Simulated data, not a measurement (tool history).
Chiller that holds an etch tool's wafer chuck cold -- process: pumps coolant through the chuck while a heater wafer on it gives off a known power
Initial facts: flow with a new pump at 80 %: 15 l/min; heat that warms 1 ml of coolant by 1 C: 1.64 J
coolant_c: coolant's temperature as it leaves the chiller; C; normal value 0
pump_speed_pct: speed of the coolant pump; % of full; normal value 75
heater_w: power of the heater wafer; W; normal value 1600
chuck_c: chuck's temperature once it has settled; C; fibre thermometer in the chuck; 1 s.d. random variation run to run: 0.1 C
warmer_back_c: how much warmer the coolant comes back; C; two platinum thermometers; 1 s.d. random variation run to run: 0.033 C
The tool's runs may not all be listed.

Run 1, hour 0: usual settings. Result: chuck_c 17.3 C, warmer_back_c 4.33 C.
Run 2, hour 156.6: usual settings. Result: chuck_c 17.2 C, warmer_back_c 4.39 C.
Run 3, hour 331.8: usual settings but heater_w 1033 W. Result: chuck_c 11 C, warmer_back_c 2.88 C.
Run 4, hour 448.4: usual settings but heater_w 1033 W. Result: chuck_c 10.9 C, warmer_back_c 2.86 C.
Run 5, hour 579.2: usual settings but heater_w 1033 W. Result: chuck_c 11 C, warmer_back_c 2.85 C.
Run 6, hour 796.9: usual settings but heater_w 1033 W. Result: chuck_c 11.2 C, warmer_back_c 2.82 C.
Run 7, hour 910: usual settings but pump_speed_pct 76 % of full, heater_w 1033 W. Result: chuck_c 11.1 C, warmer_back_c 2.89 C.
Run 8, hour 1066.5: usual settings. Result: chuck_c 17.7 C, warmer_back_c 4.45 C.
Run 9, hour 1175.1: usual settings but pump_speed_pct 81 % of full. Result: chuck_c 16.8 C, warmer_back_c 4.14 C.
Run 10, hour 1319.2: usual settings but coolant_c 2 C. Result: chuck_c 19.9 C, warmer_back_c 4.51 C.
At hour 1376.1: chiller's thermometer calibrated.
Run 11, hour 1492.6: usual settings but coolant_c 2 C. Result: chuck_c 20.5 C, warmer_back_c 4.56 C.
Run 12, hour 1596.2: usual settings. Result: chuck_c 18.5 C, warmer_back_c 4.56 C.
At hour 1722.8: coolant changed, channels flushed.
Run 13, hour 1738.1: usual settings. Result: chuck_c 16.8 C, warmer_back_c 4.62 C.
Run 14, hour 1856.2: usual settings. Result: chuck_c 16.8 C, warmer_back_c 4.51 C.
Run 15, hour 1952.9: usual settings. Result: chuck_c 16.9 C, warmer_back_c 4.66 C.
Run 16, hour 2153.8: usual settings but pump_speed_pct 64 % of full. Result: chuck_c 18.4 C, warmer_back_c 5.44 C.
Run 17, hour 2338: usual settings but pump_speed_pct 98 % of full. Result: chuck_c 14.6 C, warmer_back_c 3.45 C.
Run 18, hour 2429.2: usual settings but pump_speed_pct 98 % of full. Result: chuck_c 14.7 C, warmer_back_c 3.55 C.
Run 19, hour 2528.7: usual settings but coolant_c -2 C, pump_speed_pct 98 % of full, heater_w 1727 W. Result: chuck_c 13.9 C, warmer_back_c 3.81 C.
Run 20, hour 2718.7: usual settings but pump_speed_pct 70 % of full, heater_w 842 W. Result: chuck_c 9.2 C, warmer_back_c 2.63 C.
Run 21, hour 2905.7: usual settings but heater_w 1489 W. Result: chuck_c 16.1 C, warmer_back_c 4.41 C.
Run 22, hour 3046.4: usual settings but heater_w 1489 W. Result: chuck_c 16 C, warmer_back_c 4.44 C.
Run 23, hour 3169.5: usual settings but coolant_c -5 C, pump_speed_pct 70 % of full, heater_w 1489 W. Result: chuck_c 11.8 C, warmer_back_c 4.81 C.
Run 24, hour 3296.8: usual settings but coolant_c -1 C, pump_speed_pct 71 % of full, heater_w 2002 W. Result: chuck_c 21.6 C, warmer_back_c 6.38 C.
Run 25, hour 3458.8: usual settings but coolant_c 9 C, pump_speed_pct 68 % of full, heater_w 2258 W. Result: chuck_c 35.3 C, warmer_back_c 7.57 C.
Run 26, hour 3587.9: usual settings but coolant_c 9 C, pump_speed_pct 68 % of full, heater_w 2258 W. Result: chuck_c 35.1 C, warmer_back_c 7.58 C.
Run 27, hour 3774.1: usual settings but coolant_c 9 C, pump_speed_pct 68 % of full, heater_w 2258 W. Result: chuck_c 35.4 C, warmer_back_c 7.66 C.
Run 28, hour 3988.2: usual settings but coolant_c -1 C, pump_speed_pct 68 % of full. Result: chuck_c 17.6 C, warmer_back_c 5.37 C.
Run 29, hour 4194.7: usual settings but coolant_c 6 C, pump_speed_pct 60 % of full, heater_w 1262 W. Result: chuck_c 21.8 C, warmer_back_c 4.96 C.
Run 30, hour 4307: usual settings but coolant_c 6 C, pump_speed_pct 60 % of full, heater_w 1262 W. Result: chuck_c 21.7 C, warmer_back_c 4.99 C.
Run 31, hour 4519: usual settings but coolant_c 6 C, pump_speed_pct 60 % of full, heater_w 1262 W. Result: chuck_c 21.8 C, warmer_back_c 5 C.
Run 32, hour 4678.6: usual settings but coolant_c 6 C, pump_speed_pct 60 % of full, heater_w 1262 W. Result: chuck_c 21.9 C, warmer_back_c 5.04 C.

What if the next run were any one of these 4? Each begins from the tool's condition after run 32:
Run A, hour 4767.5: usual settings but coolant_c 6 C, pump_speed_pct 90 % of full, heater_w 2197 W. Result: chuck_c ?, warmer_back_c ?.
Run B, hour 4767.5: usual settings but coolant_c 5 C, pump_speed_pct 72 % of full, heater_w 966 W. Result: chuck_c ?, warmer_back_c ?.
Run C, hour 4767.5: usual settings but coolant_c -3 C, pump_speed_pct 74 % of full, heater_w 1956 W. Result: chuck_c ?, warmer_back_c ?.
Run D, hour 4767.5: usual settings but coolant_c 6 C, heater_w 1262 W. Result: chuck_c ?, warmer_back_c ?.

run  chuck_c  warmer_back_c
  A     28.5           5.72
  B     15.8           3.14
  C     19.2           6.16
  D     20.1           3.88
Stripped of hidden state, with their random variation kept, the same runs would have yielded:
run  chuck_c  warmer_back_c
  A       26           4.76
  B     14.9           2.61
  C     16.7            5.1
  D     18.7           3.21
